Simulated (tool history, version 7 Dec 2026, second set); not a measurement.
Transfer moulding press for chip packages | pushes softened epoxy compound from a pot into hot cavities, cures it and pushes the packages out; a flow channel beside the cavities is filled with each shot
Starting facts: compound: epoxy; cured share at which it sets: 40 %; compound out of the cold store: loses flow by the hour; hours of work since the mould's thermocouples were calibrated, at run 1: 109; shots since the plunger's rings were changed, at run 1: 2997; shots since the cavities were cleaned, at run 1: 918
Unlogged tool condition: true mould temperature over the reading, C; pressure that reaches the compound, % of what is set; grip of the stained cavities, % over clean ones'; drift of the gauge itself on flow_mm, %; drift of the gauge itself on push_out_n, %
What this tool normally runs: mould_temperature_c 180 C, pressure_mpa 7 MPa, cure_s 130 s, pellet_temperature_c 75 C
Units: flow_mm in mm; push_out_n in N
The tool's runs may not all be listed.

run,hour,mould_temperature_c,pressure_mpa,cure_s,pellet_temperature_c,hours of work since the mould's thermocouples were calibrated,shots since the plunger's rings were changed,shots since the cavities were cleaned,incoming compound's hours out of the cold store,flow_mm,push_out_n
1,0,180,7,130,75,109,2997,918,23,999,207
# hour 3: cavities cleaned with cleaning compound and waxed
2,10.3,180,7,130,75,115,3087,75,16.5,1026,201
3,26.3,180,7,130,75,127,3251,239,37.7,943,198
4,35.5,185,7,130,75,134,3345,333,17.3,994,188
5,51.3,173,7,130,75,145,3506,494,37.9,983,290
6,59.3,173,7,130,75,151,3588,576,27.4,1029,286
7,71.5,173,7,130,75,160,3713,701,30.7,1017,280
8,86.3,180,6.34,130,75,171,3864,852,26.8,933,200
# hour 95.8: cavities cleaned with cleaning compound and waxed
9,95.9,178,7,130,67,177,3946,1,36.1,959,224
10,112.1,185,6.51,130,69,188,4113,168,37.2,880,180
# hour 116.1: plunger's sealing rings changed
11,128.2,179,6.36,155,77,198,123,306,8.7,1024,185
12,137,173,6.36,155,77,205,213,396,30,970,217
13,146.9,173,6.36,155,77,212,315,498,41.7,925,217
14,156.4,173,6.36,155,77,219,411,594,21,1010,214
15,166.4,180,6.2,130,84,226,514,697,24.8,929,194

Consider 5 possible next runs. They are alternatives, not a sequence: every one starts from the tool as it was left by run 15. What does each give?
A,179.8,179,6.2,130,84,236,650,833,12.3,?,?
B,179.8,180,6.86,111,84,236,650,833,27.2,?,?
C,179.8,180,6.2,152,67,236,650,833,13.6,?,?
D,179.8,180,6.15,130,75,236,650,833,13,?,?
E,179.8,179,7.26,143,75,236,650,833,43.1,?,?

run,flow_mm,push_out_n
A,990,211
B,974,234
C,980,175
D,973,202
E,942,195
The same runs, with their run-to-run variation unchanged, on a tool lacking any hidden condition would have given:
run,flow_mm,push_out_n
A,990,209
B,974,231
C,980,173
D,973,200
E,942,193

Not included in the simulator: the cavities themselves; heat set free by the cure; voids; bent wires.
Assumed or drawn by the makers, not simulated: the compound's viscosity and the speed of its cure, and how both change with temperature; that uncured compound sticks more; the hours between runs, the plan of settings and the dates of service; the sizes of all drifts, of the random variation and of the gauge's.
